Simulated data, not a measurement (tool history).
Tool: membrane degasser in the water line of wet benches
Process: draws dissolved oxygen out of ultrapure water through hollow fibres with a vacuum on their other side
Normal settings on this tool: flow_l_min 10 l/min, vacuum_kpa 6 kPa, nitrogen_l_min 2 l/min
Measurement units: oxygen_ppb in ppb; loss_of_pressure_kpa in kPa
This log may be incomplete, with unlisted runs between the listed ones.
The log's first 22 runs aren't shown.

| run | hour | flow_l_min | vacuum_kpa | nitrogen_l_min | hours since the membrane was changed | hours since the vacuum gauge was calibrated | hours since the vacuum lines were made tight | oxygen_ppb | loss_of_pressure_kpa |
|---|---|---|---|---|---|---|---|---|---|
| 23 | 1006.7 | 7 | 7.89 | 2 | 2711 | 808 | 3240 | 43.5 | 20.56 |
| 24 | 1072.1 | 16 | 6 | 1.46 | 2776 | 873 | 3305 | 86.5 | 46.71 |
| 25 | 1129.6 | 16 | 6 | 1.46 | 2834 | 931 | 3363 | 83.8 | 46.8 |
| 26 | 1180.1 | 10 | 11.93 | 3.82 | 2884 | 981 | 3413 | 62.6 | 29.24 |
| 27 | 1239 | 10 | 11.93 | 3.82 | 2943 | 1040 | 3472 | 61.3 | 29.21 |
| 28 | 1268.8 | 10 | 5.27 | 2.54 | 2973 | 1070 | 3502 | 25 | 29.26 |
| 29 | 1312 | 6 | 4.17 | 2.48 | 3016 | 1113 | 3545 | 6.7 | 17.72 |
| 30 | 1359 | 16 | 6 | 1.5 | 3063 | 1160 | 3592 | 82.5 | 46.71 |
| 31 | 1398.6 | 10 | 7.21 | 5.9 | 3103 | 1200 | 3632 | 21.5 | 29.41 |
| 32 | 1432.6 | 10 | 4.37 | 2.98 | 3137 | 1234 | 3666 | 13.2 | 29.48 |

Each row is a separate what-if for the run after 32, all from the same tool condition, not one after another. Results?
| A | 1484.4 | 15 | 5.99 | 1.03 | 3189 | 1286 | 3718 | ? | ? |
| B | 1484.4 | 11 | 6.93 | 2 | 3189 | 1286 | 3718 | ? | ? |
| C | 1484.4 | 12 | 6 | 0.99 | 3189 | 1286 | 3718 | ? | ? |
| D | 1484.4 | 10 | 6 | 1.24 | 3189 | 1286 | 3718 | ? | ? |

| run | oxygen_ppb | loss_of_pressure_kpa |
|---|---|---|
| A | 105.8 | 43.94 |
| B | 56.8 | 32.42 |
| C | 85.4 | 35.37 |
| D | 59.1 | 29.38 |
Stripped of hidden state, with their random variation kept, the same runs would have yielded:
| run | oxygen_ppb | loss_of_pressure_kpa |
|---|---|---|
| A | 102.3 | 42.95 |
| B | 54.4 | 31.7 |
| C | 82.4 | 34.58 |
| D | 56.6 | 28.72 |
